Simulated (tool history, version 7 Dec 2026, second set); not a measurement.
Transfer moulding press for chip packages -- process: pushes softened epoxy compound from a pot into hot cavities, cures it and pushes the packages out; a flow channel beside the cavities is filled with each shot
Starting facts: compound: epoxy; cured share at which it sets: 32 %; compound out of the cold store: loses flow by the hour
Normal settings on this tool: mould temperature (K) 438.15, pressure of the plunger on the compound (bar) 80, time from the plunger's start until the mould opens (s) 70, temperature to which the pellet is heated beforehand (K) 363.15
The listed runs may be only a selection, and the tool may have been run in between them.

| run | day | mould temperature (K) | pressure of the plunger on the compound (bar) | time from the plunger's start until the mould opens (s) | temperature to which the pellet is heated beforehand (K) | incoming compound's hours out of the cold store | length that the compound runs in the flow channel (mm) | greatest force on the pins that push the packages out (N) |
|---|---|---|---|---|---|---|---|---|
| 1 | 0 | 438.15 | 80 | 70 | 363.15 | 39.4 | 475 | 878 |
|  | 1.012 | cavities cleaned with cleaning compound and waxed |
| 2 | 2.95 | 438.15 | 80 | 70 | 363.15 | 47.6 | 449 | 796 |
|  | 4.542 | cavities cleaned with cleaning compound and waxed |
| 3 | 6.825 | 438.15 | 80 | 70 | 363.15 | 28 | 498 | 864 |
|  | 7.95 | cavities cleaned with cleaning compound and waxed |
| 4 | 10.629 | 438.15 | 80 | 70 | 363.15 | 18.6 | 517 | 931 |
|  | 11.4 | cavities cleaned with cleaning compound and waxed |
| 5 | 12.496 | 438.15 | 80 | 70 | 363.15 | 11.3 | 537 | 787 |
|  | 14.871 | cavities cleaned with cleaning compound and waxed |
| 6 | 16.062 | 438.15 | 80 | 70 | 363.15 | 37 | 456 | 742 |
|  | 16.792 | mould's thermocouples calibrated |
| 7 | 18.129 | 438.15 | 80 | 70 | 358.15 | 17.8 | 506 | 935 |
|  | 18.454 | cavities cleaned with cleaning compound and waxed |
|  | 19.533 | plunger's sealing rings changed |
| 8 | 20.062 | 438.15 | 80 | 70 | 364.15 | 36.4 | 483 | 742 |
|  | 21.95 | cavities cleaned with cleaning compound and waxed |
| 9 | 24.425 | 438.15 | 80 | 70 | 364.15 | 37.9 | 472 | 846 |
|  | 25.317 | cavities cleaned with cleaning compound and waxed |
| 10 | 26.262 | 438.15 | 80 | 70 | 364.15 | 10.7 | 549 | 691 |
|  | 28.829 | cavities cleaned with cleaning compound and waxed |
| 11 | 28.929 | 438.15 | 80 | 70 | 363.15 | 18.5 | 520 | 542 |
|  | 32.383 | cavities cleaned with cleaning compound and waxed |
| 12 | 33.075 | 438.15 | 80 | 70 | 363.15 | 23.4 | 502 | 655 |
|  | 35.842 | cavities cleaned with cleaning compound and waxed |
| 13 | 36.742 | 438.15 | 80 | 70 | 363.15 | 26.1 | 487 | 692 |
|  | 39.167 | cavities cleaned with cleaning compound and waxed |
|  | 39.846 | plunger's sealing rings changed |
| 14 | 40.246 | 438.15 | 80 | 70 | 363.15 | 37.3 | 483 | 666 |
|  | 42.796 | cavities cleaned with cleaning compound and waxed |
| 15 | 44.617 | 431.15 | 87.7 | 70 | 361.15 | 44.7 | 485 | 1199 |
|  | 46.358 | cavities cleaned with cleaning compound and waxed |
| 16 | 48.35 | 431.15 | 69.2 | 73 | 361.15 | 24.9 | 474 | 1202 |
|  | 49.679 | cavities cleaned with cleaning compound and waxed |
| 17 | 51.125 | 431.15 | 69.2 | 73 | 361.15 | 24.6 | 475 | 1092 |

Run 18 comes next. What will it give?
|  | 53.092 | cavities cleaned with cleaning compound and waxed |
| 18 | 54.042 | 433.15 | 60.7 | 65 | 356.15 | 9.4 | ? | ? |

Run 18 yielded length that the compound runs in the flow channel (mm) 478, greatest force on the pins that push the packages out (N) 1315.
Had the tool carried no hidden state, the very same run would have given length that the compound runs in the flow channel (mm) 500, greatest force on the pins that push the packages out (N) 896.
